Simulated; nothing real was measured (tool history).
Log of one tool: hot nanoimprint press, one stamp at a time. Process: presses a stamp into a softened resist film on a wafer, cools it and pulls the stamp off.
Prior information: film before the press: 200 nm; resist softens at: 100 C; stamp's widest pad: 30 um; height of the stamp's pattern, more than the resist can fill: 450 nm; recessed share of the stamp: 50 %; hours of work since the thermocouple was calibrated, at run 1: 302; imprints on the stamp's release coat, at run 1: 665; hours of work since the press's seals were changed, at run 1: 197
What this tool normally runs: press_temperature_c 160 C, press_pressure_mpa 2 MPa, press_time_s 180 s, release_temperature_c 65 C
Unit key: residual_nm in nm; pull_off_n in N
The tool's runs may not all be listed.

run,day,press_temperature_c,press_pressure_mpa,press_time_s,release_temperature_c,hours of work since the thermocouple was calibrated,imprints on the stamp's release coat,hours of work since the press's seals were changed,residual_nm,pull_off_n
1,0,160,2,180,65,302,665,197,119.4,246
2,0.254,160,2,180,65,306,688,201,120.2,245
3,0.512,160,2,180,65,309,711,204,120,245
4,1.033,160,2,180,65,316,758,211,120.8,246
5,1.338,160,2,180,65,320,785,215,121.3,241
6,1.608,160,2,180,65,324,810,219,121.8,250
7,1.838,160,1.21,180,65,327,830,222,144.5,239
# day 1.983: plate thermocouple calibrated
8,2.429,160,1.21,180,65,6,872,228,149.3,250
9,2.904,160,1.21,180,65,12,915,234,148.6,261
# day 3.138: plate thermocouple calibrated, once more
10,3.404,160,2.21,114,64,4,948,239,124.2,253
11,3.621,160,2.21,114,64,6,968,242,122.4,244
12,4.133,160,1.34,124,64,13,1014,249,143.5,256
13,4.412,160,1.58,180,65,17,1039,253,122.5,251
14,4.742,160,2.91,180,65,21,1068,257,95.8,244
15,5.179,160,2.91,180,57,27,1107,263,95.1,276
16,5.583,166,2.91,191,57,33,1144,268,72.9,274
17,5.888,166,2.91,191,57,37,1171,272,73,286

Forecast each of these 5 alternatives for the next run:
A,6.262,169,1.6,180,73,42,1205,277,?,?
B,6.262,166,3.11,191,57,42,1205,277,?,?
C,6.262,161,2,130,73,42,1205,277,?,?
D,6.262,160,1.76,340,65,42,1205,277,?,?
E,6.262,160,3.12,169,65,42,1205,277,?,?

run,residual_nm,pull_off_n
A,89.8,235
B,71.1,278
C,120.4,235
D,96.9,257
E,94,254
What these runs would have given with no unlogged condition in the tool:
run,residual_nm,pull_off_n
A,89,183
B,70,216
C,119.4,183
D,96.1,199
E,92.7,197

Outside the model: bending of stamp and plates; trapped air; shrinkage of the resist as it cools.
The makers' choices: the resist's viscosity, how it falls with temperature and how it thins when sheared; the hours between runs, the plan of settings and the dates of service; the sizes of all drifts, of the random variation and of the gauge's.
